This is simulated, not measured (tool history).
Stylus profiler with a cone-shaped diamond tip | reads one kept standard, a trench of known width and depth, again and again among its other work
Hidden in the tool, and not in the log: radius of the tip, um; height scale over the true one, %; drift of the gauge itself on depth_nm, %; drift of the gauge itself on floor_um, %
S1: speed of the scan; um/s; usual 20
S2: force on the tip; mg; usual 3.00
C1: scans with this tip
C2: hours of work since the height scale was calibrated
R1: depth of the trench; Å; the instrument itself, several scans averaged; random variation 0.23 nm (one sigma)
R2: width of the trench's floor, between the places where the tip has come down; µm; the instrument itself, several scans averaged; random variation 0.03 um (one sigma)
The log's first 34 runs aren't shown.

{"run": 35, "hour": 3510.1, "S1": 8, "S2": 1.31, "C1": 1191, "C2": 141, "R1": 10043.7, "R2": 43.58}
{"run": 36, "hour": 3573.7, "S1": 12, "S2": 5.35, "C1": 1447, "C2": 171, "R1": 10120.2, "R2": 43.51}
{"run": 37, "hour": 3645.4, "S1": 35, "S2": 5.35, "C1": 1736, "C2": 206, "R1": 10114.4, "R2": 43.32}
{"run": 38, "hour": 3704.8, "S1": 10, "S2": 1.93, "C1": 1975, "C2": 234, "R1": 10050.3, "R2": 43.4}
{"run": 39, "hour": 3793.4, "S1": 42, "S2": 8.17, "C1": 2332, "C2": 276, "R1": 10160.2, "R2": 43.22}
{"run": 40, "hour": 3877.5, "S1": 73, "S2": 1.13, "C1": 2671, "C2": 316, "R1": 10028.3, "R2": 42.68}
{"run": 41, "hour": 3965.7, "S1": 74, "S2": 1.51, "C1": 3027, "C2": 359, "R1": 10036.3, "R2": 42.68}
{"run": 42, "hour": 4035.8, "S1": 74, "S2": 1.51, "C1": 3309, "C2": 392, "R1": 10038.1, "R2": 42.62}
{"run": 43, "hour": 4143.5, "S1": 22, "S2": 4.52, "C1": 3743, "C2": 444, "R1": 10094.3, "R2": 42.94}
{"run": 44, "hour": 4238.4, "S1": 61, "S2": 2.73, "C1": 4126, "C2": 489, "R1": 10055.1, "R2": 42.64}

Forecast each of these 3 alternatives for the next run:
{"run": "A", "hour": 4336.0, "S1": 17, "S2": 2.73, "C1": 4519, "C2": 535, "R1": "?", "R2": "?"}
{"run": "B", "hour": 4336.0, "S1": 71, "S2": 3.73, "C1": 4519, "C2": 535, "R1": "?", "R2": "?"}
{"run": "C", "hour": 4336.0, "S1": 25, "S2": 6.03, "C1": 4519, "C2": 535, "R1": "?", "R2": "?"}

run=A R1=10058.8 R2=42.82
run=B R1=10070.7 R2=42.50
run=C R1=10116.1 R2=42.78
Without the tool's hidden state the same runs would have given:
run=A R1=10085.7 R2=43.94
run=B R1=10097.7 R2=43.63
run=C R1=10143.1 R2=43.91

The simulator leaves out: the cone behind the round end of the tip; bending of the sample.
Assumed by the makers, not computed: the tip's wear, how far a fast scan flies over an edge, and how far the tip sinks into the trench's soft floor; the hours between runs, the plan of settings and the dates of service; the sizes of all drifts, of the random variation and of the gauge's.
